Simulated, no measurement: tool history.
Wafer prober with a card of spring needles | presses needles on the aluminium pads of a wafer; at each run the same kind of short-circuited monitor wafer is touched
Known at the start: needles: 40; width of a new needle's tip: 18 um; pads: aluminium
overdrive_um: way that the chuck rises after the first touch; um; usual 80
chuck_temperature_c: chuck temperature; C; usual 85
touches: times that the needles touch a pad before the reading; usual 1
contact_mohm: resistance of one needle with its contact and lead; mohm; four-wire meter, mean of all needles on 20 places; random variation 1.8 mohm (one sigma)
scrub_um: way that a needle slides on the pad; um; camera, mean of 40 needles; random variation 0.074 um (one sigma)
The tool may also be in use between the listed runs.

run	hour	overdrive_um	chuck_temperature_c	touches	contact_mohm	scrub_um
1	0	80	85	1	221	19.92
# hour 1.4: tips cleaned on abrasive film
# hour 7.5: tips cleaned on abrasive film
# hour 14.8: tips cleaned on abrasive film
# hour 20.9: tips cleaned on abrasive film
2	20.9	80	85	1	188	19.87
# hour 28.1: tips cleaned on abrasive film
# hour 35.6: tips cleaned on abrasive film
# hour 43.1: tips cleaned on abrasive film
# hour 50.5: tips cleaned on abrasive film
3	51.8	80	85	1	195	19.9
# hour 57.8: tips cleaned on abrasive film
# hour 65.3: tips cleaned on abrasive film
4	70.8	80	85	1	219	19.89
# hour 72.3: tips cleaned on abrasive film
# hour 78.3: tips cleaned on abrasive film
# hour 85.7: tips cleaned on abrasive film
5	90.4	80	85	1	221	19.81
# hour 91.8: tips cleaned on abrasive film
# hour 99.2: tips cleaned on abrasive film
# hour 99.5: height of the first contact set anew
# hour 105.6: tips cleaned on abrasive film
# hour 112.8: tips cleaned on abrasive film
# hour 118.8: tips cleaned on abrasive film
6	121.5	80	85	1	209	19.09
# hour 126: tips cleaned on abrasive film
# hour 133.5: tips cleaned on abrasive film
# hour 139.5: tips cleaned on abrasive film
7	144.6	80	85	1	221	19.12
# hour 146.1: tips cleaned on abrasive film
# hour 152.2: tips cleaned on abrasive film
# hour 159.5: tips cleaned on abrasive film
# hour 162.8: height of the first contact set anew, once more
# hour 165.8: tips cleaned on abrasive film
8	171.2	80	85	1	218	20.58
# hour 172.8: tips cleaned on abrasive film
# hour 178.8: tips cleaned on abrasive film
# hour 186.3: tips cleaned on abrasive film
9	187.5	80	85	1	200	20.54
# hour 193.5: tips cleaned on abrasive film
# hour 201: tips cleaned on abrasive film
# hour 208.5: tips cleaned on abrasive film
10	210	80	85	2	196	20.41
# hour 214.7: tips cleaned on abrasive film
# hour 222.2: tips cleaned on abrasive film
11	223.8	80	85	2	192	20.48
# hour 228.3: tips cleaned on abrasive film
# hour 234.3: tips cleaned on abrasive film
# hour 241.6: tips cleaned on abrasive film
# hour 249.1: tips cleaned on abrasive film
12	253.1	67	85	1	226	16.88
# hour 256.2: tips cleaned on abrasive film
# hour 263.7: tips cleaned on abrasive film
# hour 271.2: tips cleaned on abrasive film
# hour 277.2: tips cleaned on abrasive film
13	280.8	67	85	1	223	16.86
# hour 283.9: tips cleaned on abrasive film
# hour 291.2: tips cleaned on abrasive film
# hour 297.2: tips cleaned on abrasive film
14	298.8	80	48	1	195	20.32
# hour 303.4: tips cleaned on abrasive film
# hour 309.4: tips cleaned on abrasive film
# hour 316.9: tips cleaned on abrasive film
# hour 324.4: tips cleaned on abrasive film
15	330	87	27	1	207	21.98
# hour 331.6: tips cleaned on abrasive film
# hour 338.9: tips cleaned on abrasive film
# hour 346.4: tips cleaned on abrasive film
16	348.1	87	27	1	185	21.9
# hour 352.6: tips cleaned on abrasive film
# hour 360: tips cleaned on abrasive film
17	362.6	87	27	1	196	21.8
# hour 367.1: tips cleaned on abrasive film
# hour 374.6: tips cleaned on abrasive film
# hour 380.6: tips cleaned on abrasive film
# hour 388.1: tips cleaned on abrasive film
18	393.9	88	25	1	201	22.11
# hour 395.5: tips cleaned on abrasive film
# hour 403: tips cleaned on abrasive film
# hour 409: tips cleaned on abrasive film
19	410.6	64	85	1	213	15.78
# hour 415.2: tips cleaned on abrasive film
# hour 422.7: tips cleaned on abrasive film
# hour 430.1: tips cleaned on abrasive film
20	434.4	64	85	1	238	15.81
# hour 437.4: tips cleaned on abrasive film
# hour 444.9: tips cleaned on abrasive film
# hour 451.8: tips cleaned on abrasive film
21	451.8	78	85	1	192	19.39
# hour 459.3: tips cleaned on abrasive film
# hour 466.8: tips cleaned on abrasive film
# hour 474.1: tips cleaned on abrasive film
# hour 480.2: tips cleaned on abrasive film
22	481.8	81	39	2	189	20.03
# hour 486.3: tips cleaned on abrasive film
# hour 493.8: tips cleaned on abrasive film
# hour 501.3: tips cleaned on abrasive film
# hour 503.1: height of the first contact set anew
23	505.8	71	47	1	216	18.31
# hour 508.9: tips cleaned on abrasive film
# hour 514.9: tips cleaned on abrasive film
# hour 522.4: tips cleaned on abrasive film
24	523.2	67	27	1	192	17.14
# hour 529.2: tips cleaned on abrasive film
# hour 536.7: tips cleaned on abrasive film
# hour 544: tips cleaned on abrasive film
25	548.8	67	27	1	225	17.1
# hour 550.4: tips cleaned on abrasive film
# hour 557.9: tips cleaned on abrasive film
# hour 563.9: tips cleaned on abrasive film
26	567.2	80	59	2	200	20.38
# hour 570.3: tips cleaned on abrasive film
# hour 576.3: tips cleaned on abrasive film
27	582	93	45	2	195	23.67

4 ways to go on from here, each from the tool as it stands after run 27. What would each give?
# hour 583.6: tips cleaned on abrasive film
# hour 589.6: tips cleaned on abrasive film
# hour 597.1: tips cleaned on abrasive film
# hour 604.6: tips cleaned on abrasive film
A	610	80	69	2	?	?
# hour 583.6: tips cleaned on abrasive film
# hour 589.6: tips cleaned on abrasive film
# hour 597.1: tips cleaned on abrasive film
# hour 604.6: tips cleaned on abrasive film
B	610	80	112	1	?	?
# hour 583.6: tips cleaned on abrasive film
# hour 589.6: tips cleaned on abrasive film
# hour 597.1: tips cleaned on abrasive film
# hour 604.6: tips cleaned on abrasive film
C	610	76	121	1	?	?
# hour 583.6: tips cleaned on abrasive film
# hour 589.6: tips cleaned on abrasive film
# hour 597.1: tips cleaned on abrasive film
# hour 604.6: tips cleaned on abrasive film
D	610	91	36	1	?	?

run	contact_mohm	scrub_um
A	205	20.19
B	228	20.31
C	230	19.21
D	203	23.16
Without the tool's hidden state the same runs would have given:
run	contact_mohm	scrub_um
A	179	20.47
B	191	20.59
C	190	19.49
D	171	23.44
